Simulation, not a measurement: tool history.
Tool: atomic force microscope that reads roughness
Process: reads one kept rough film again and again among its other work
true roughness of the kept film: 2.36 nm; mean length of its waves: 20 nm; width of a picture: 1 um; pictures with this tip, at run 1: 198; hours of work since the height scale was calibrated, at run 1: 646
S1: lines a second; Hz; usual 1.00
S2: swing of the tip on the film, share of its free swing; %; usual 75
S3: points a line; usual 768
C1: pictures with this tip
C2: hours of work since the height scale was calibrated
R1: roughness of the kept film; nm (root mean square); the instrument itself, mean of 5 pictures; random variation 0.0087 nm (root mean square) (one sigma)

run,hour,S1,S2,S3,C1,C2,R1
1,0.0,1.00,75,768,198,646,1.904
2,33.5,1.00,75,768,274,671,1.912
3,75.0,1.00,75,768,369,702,1.903
# hour 88.2: new tip fitted
4,125.7,2.96,75,768,86,739,1.747
5,164.7,2.96,75,768,175,768,1.746
6,203.2,2.96,75,768,263,797,1.730
7,259.3,1.00,75,768,391,839,1.912
# hour 263.4: new tip fitted
8,284.2,1.00,75,768,48,857,1.908
9,316.5,1.00,75,768,121,881,1.907
10,366.1,1.00,56,768,235,917,1.990
11,390.3,1.00,56,768,290,935,1.981
12,423.4,1.00,72,768,366,960,1.935
# hour 442.3: new tip fitted
13,458.0,1.00,72,768,35,985,1.944
14,483.4,1.00,72,768,93,1004,1.937
15,524.8,1.00,72,768,188,1035,1.923
16,565.9,3.82,72,768,282,1065,1.732
# hour 617.3: new tip fitted
17,617.5,2.53,75,768,0,1103,1.785
18,652.4,1.00,75,977,80,1129,1.930
19,703.4,1.00,75,768,197,1167,1.928
20,735.1,1.00,75,768,269,1191,1.902
21,761.6,1.00,75,768,329,1210,1.903
# hour 792.6: new tip fitted
22,793.2,1.00,75,768,2,1233,1.924
23,845.3,1.00,75,768,121,1272,1.905
24,889.9,1.00,75,768,222,1305,1.902
25,931.2,1.00,75,768,317,1336,1.916
# hour 971.5: new tip fitted
26,985.3,1.00,75,291,32,1376,1.878
27,1029.3,1.00,75,291,133,1408,1.882
28,1076.4,2.23,65,768,240,1443,1.892
29,1112.4,1.42,55,768,322,1470,1.952
30,1140.2,3.38,83,556,386,1491,1.583
# hour 1148.3: new tip fitted
31,1196.8,3.38,83,556,111,1532,1.577
32,1251.3,0.79,79,556,235,1573,1.913
33,1295.3,0.79,79,556,336,1606,1.914
# hour 1324.9: new tip fitted
34,1337.1,1.02,68,408,28,1636,1.941
35,1388.2,1.01,56,768,145,1674,1.968
36,1418.1,1.01,56,882,213,1696,1.989
37,1457.4,1.01,56,882,303,1726,1.986
38,1485.9,0.51,61,768,368,1747,1.989
# hour 1503.2: new tip fitted
39,1523.0,2.45,60,1007,46,1774,1.925
40,1551.8,1.00,75,511,111,1795,1.912
41,1605.4,2.80,75,548,234,1835,1.735
42,1642.7,0.65,75,330,319,1863,1.912
43,1671.8,0.65,75,330,385,1884,1.909
# hour 1678.7: new tip fitted
44,1717.2,0.65,75,330,88,1918,1.929
45,1763.1,1.42,56,308,193,1952,1.927
46,1790.8,1.42,56,308,256,1972,1.928
47,1826.0,0.81,75,331,336,1999,1.897
# hour 1858.3: new tip fitted
48,1870.3,2.81,75,768,27,2031,1.750
49,1923.6,2.81,75,327,149,2071,1.738
50,1967.1,2.81,75,327,248,2103,1.724
51,2008.0,0.94,74,567,342,2133,1.907
# hour 2033.9: new tip fitted
52,2060.6,0.94,74,567,61,2172,1.918

Hidden state at the last listed run before each entry between runs and at the first one after, where it differs:
Between runs 3 and 4: new tip fitted (hour 88.2)
  radius of the tip, nm: 7.3 -> 7.1
  measured less the result without the state, R1: -0.010 -> -0.002 nm (root mean square)
Between runs 7 and 8: new tip fitted (hour 263.4)
  radius of the tip, nm: 7.3 -> 7
  measured less the result without the state, R1: -0.010 -> -0.002 nm (root mean square)
Between runs 12 and 13: new tip fitted (hour 442.3)
  radius of the tip, nm: 7.2 -> 7
  measured less the result without the state, R1: -0.009 -> -0.001 nm (root mean square)
Between runs 16 and 17: new tip fitted (hour 617.3)
  radius of the tip, nm: 7.2 -> 7
  measured less the result without the state, R1: -0.006 -> -0.001 nm (root mean square)
Between runs 21 and 22: new tip fitted (hour 792.6)
  radius of the tip, nm: 7.2 -> 7
  measured less the result without the state, R1: -0.008 -> -0.001 nm (root mean square)
Between runs 25 and 26: new tip fitted (hour 971.5)
  radius of the tip, nm: 7.2 -> 7; height scale over the true one, %: 0 -> -0.01
  measured less the result without the state, R1: -0.008 -> +0.000 nm (root mean square)
Between runs 30 and 31: new tip fitted (hour 1148.3)
  radius of the tip, nm: 7.2 -> 7.1
  measured less the result without the state, R1: -0.008 -> -0.003 nm (root mean square)
Between runs 33 and 34: new tip fitted (hour 1324.9)
  radius of the tip, nm: 7.2 -> 7
  measured less the result without the state, R1: -0.009 -> -0.001 nm (root mean square)
Between runs 38 and 39: new tip fitted (hour 1503.2)
  radius of the tip, nm: 7.2 -> 7
  measured less the result without the state, R1: -0.009 -> -0.002 nm (root mean square)
Between runs 43 and 44: new tip fitted (hour 1678.7)
  radius of the tip, nm: 7.2 -> 7.1
  measured less the result without the state, R1: -0.010 -> -0.003 nm (root mean square)
Between runs 47 and 48: new tip fitted (hour 1858.3)
  radius of the tip, nm: 7.2 -> 7
  measured less the result without the state, R1: -0.008 -> -0.001 nm (root mean square)
Between runs 51 and 52: new tip fitted (hour 2033.9)
  radius of the tip, nm: 7.2 -> 7
  measured less the result without the state, R1: -0.008 -> -0.002 nm (root mean square)
